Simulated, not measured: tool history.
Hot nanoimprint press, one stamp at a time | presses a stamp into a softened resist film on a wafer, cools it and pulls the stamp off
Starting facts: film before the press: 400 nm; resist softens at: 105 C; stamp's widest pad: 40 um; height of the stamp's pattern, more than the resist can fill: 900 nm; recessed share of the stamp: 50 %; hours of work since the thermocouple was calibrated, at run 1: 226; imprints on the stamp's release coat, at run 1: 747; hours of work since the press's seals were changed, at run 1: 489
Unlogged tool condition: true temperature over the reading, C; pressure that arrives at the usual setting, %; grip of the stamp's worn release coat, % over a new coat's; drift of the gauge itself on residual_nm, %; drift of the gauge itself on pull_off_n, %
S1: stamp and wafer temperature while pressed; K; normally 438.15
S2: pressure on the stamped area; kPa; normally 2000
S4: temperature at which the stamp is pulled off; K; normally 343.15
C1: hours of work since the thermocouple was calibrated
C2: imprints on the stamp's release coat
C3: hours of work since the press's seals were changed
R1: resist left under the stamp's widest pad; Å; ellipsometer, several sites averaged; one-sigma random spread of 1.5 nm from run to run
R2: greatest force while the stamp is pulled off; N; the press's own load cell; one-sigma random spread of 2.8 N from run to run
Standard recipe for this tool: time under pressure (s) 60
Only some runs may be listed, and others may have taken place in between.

run 1 hour=0.0 | S1=438.15 S2=2000 time_under_pressure_(s)=60 S4=343.15 | C1=226 C2=747 C3=489 | R1=2327 R2=163
run 2 hour=29.4 | S1=438.15 S2=2000 time_under_pressure_(s)=60 S4=343.15 | C1=241 C2=808 C3=503 | R1=2326 R2=166
run 3 hour=72.6 | S1=438.15 S2=2000 time_under_pressure_(s)=60 S4=343.15 | C1=262 C2=898 C3=524 | R1=2343 R2=174
run 4 hour=132.9 | S1=438.15 S2=2000 time_under_pressure_(s)=60 S4=343.15 | C1=292 C2=1024 C3=554 | R1=2323 R2=176
run 5 hour=169.8 | S1=438.15 S2=2000 time_under_pressure_(s)=60 S4=343.15 | C1=310 C2=1101 C3=572 | R1=2323 R2=175
-- hour=185.9 stamp cleaned and given a new release coat
run 6 hour=216.1 | S1=438.15 S2=2000 time_under_pressure_(s)=60 S4=343.15 | C1=329 C2=63 C3=592 | R1=2329 R2=133
run 7 hour=274.0 | S1=438.15 S2=2000 time_under_pressure_(s)=60 S4=343.15 | C1=358 C2=183 C3=620 | R1=2325 R2=132
run 8 hour=302.1 | S1=438.15 S2=2000 time_under_pressure_(s)=60 S4=343.15 | C1=372 C2=241 C3=634 | R1=2310 R2=140
run 9 hour=354.3 | S1=438.15 S2=2000 time_under_pressure_(s)=60 S4=343.15 | C1=397 C2=350 C3=660 | R1=2302 R2=147
run 10 hour=388.1 | S1=438.15 S2=2000 time_under_pressure_(s)=60 S4=343.15 | C1=414 C2=421 C3=676 | R1=2290 R2=144
run 11 hour=427.0 | S1=438.15 S2=2000 time_under_pressure_(s)=60 S4=343.15 | C1=433 C2=502 C3=695 | R1=2283 R2=152
run 12 hour=461.3 | S1=438.15 S2=2320 time_under_pressure_(s)=43 S4=343.15 | C1=450 C2=573 C3=712 | R1=2434 R2=155
run 13 hour=493.4 | S1=428.15 S2=1530 time_under_pressure_(s)=90 S4=338.15 | C1=465 C2=640 C3=728 | R1=3094 R2=173
run 14 hour=530.6 | S1=438.15 S2=1980 time_under_pressure_(s)=57 S4=343.15 | C1=483 C2=717 C3=746 | R1=2326 R2=156
-- hour=539.0 plate thermocouple calibrated
run 15 hour=564.0 | S1=438.15 S2=2000 time_under_pressure_(s)=60 S4=342.15 | C1=12 C2=781 C3=761 | R1=2235 R2=162
run 16 hour=606.5 | S1=438.15 S2=2000 time_under_pressure_(s)=60 S4=342.15 | C1=33 C2=869 C3=782 | R1=2229 R2=169
-- hour=653.4 plate thermocouple calibrated, once more
run 17 hour=671.5 | S1=438.15 S2=2000 time_under_pressure_(s)=60 S4=342.15 | C1=9 C2=998 C3=812 | R1=2342 R2=180
-- hour=737.5 stamp cleaned and given a new release coat
run 18 hour=738.0 | S1=440.15 S2=1270 time_under_pressure_(s)=60 S4=340.15 | C1=39 C2=1 C3=842 | R1=2516 R2=141
run 19 hour=767.2 | S1=437.15 S2=1270 time_under_pressure_(s)=60 S4=333.15 | C1=53 C2=62 C3=856 | R1=2798 R2=168
run 20 hour=807.8 | S1=433.15 S2=1270 time_under_pressure_(s)=45 S4=333.15 | C1=73 C2=146 C3=876 | R1=3294 R2=174
run 21 hour=861.8 | S1=433.15 S2=1270 time_under_pressure_(s)=72 S4=349.15 | C1=99 C2=259 C3=902 | R1=3010 R2=118

Consider 5 possible next runs. They are alternatives, not a sequence: every one starts from the tool as it was left by run 21. What does each give?
run A hour=916.7 | S1=435.15 S2=2000 time_under_pressure_(s)=44 S4=335.15 | C1=126 C2=373 C3=929 | R1=? R2=?
run B hour=916.7 | S1=438.15 S2=1410 time_under_pressure_(s)=37 S4=330.15 | C1=126 C2=373 C3=929 | R1=? R2=?
run C hour=916.7 | S1=435.15 S2=2770 time_under_pressure_(s)=72 S4=348.15 | C1=126 C2=373 C3=929 | R1=? R2=?
run D hour=916.7 | S1=432.15 S2=1270 time_under_pressure_(s)=72 S4=336.15 | C1=126 C2=373 C3=929 | R1=? R2=?
run E hour=916.7 | S1=438.15 S2=1340 time_under_pressure_(s)=60 S4=343.15 | C1=126 C2=373 C3=929 | R1=? R2=?

run=A R1=2818 R2=166
run=B R1=2969 R2=190
run=C R1=2240 R2=136
run=D R1=3101 R2=164
run=E R1=2650 R2=148
With the hidden condition removed and each run's random variation left untouched, the same runs would have given:
run=A R1=2825 R2=149
run=B R1=2982 R2=171
run=C R1=2237 R2=122
run=D R1=3117 R2=147
run=E R1=2664 R2=132
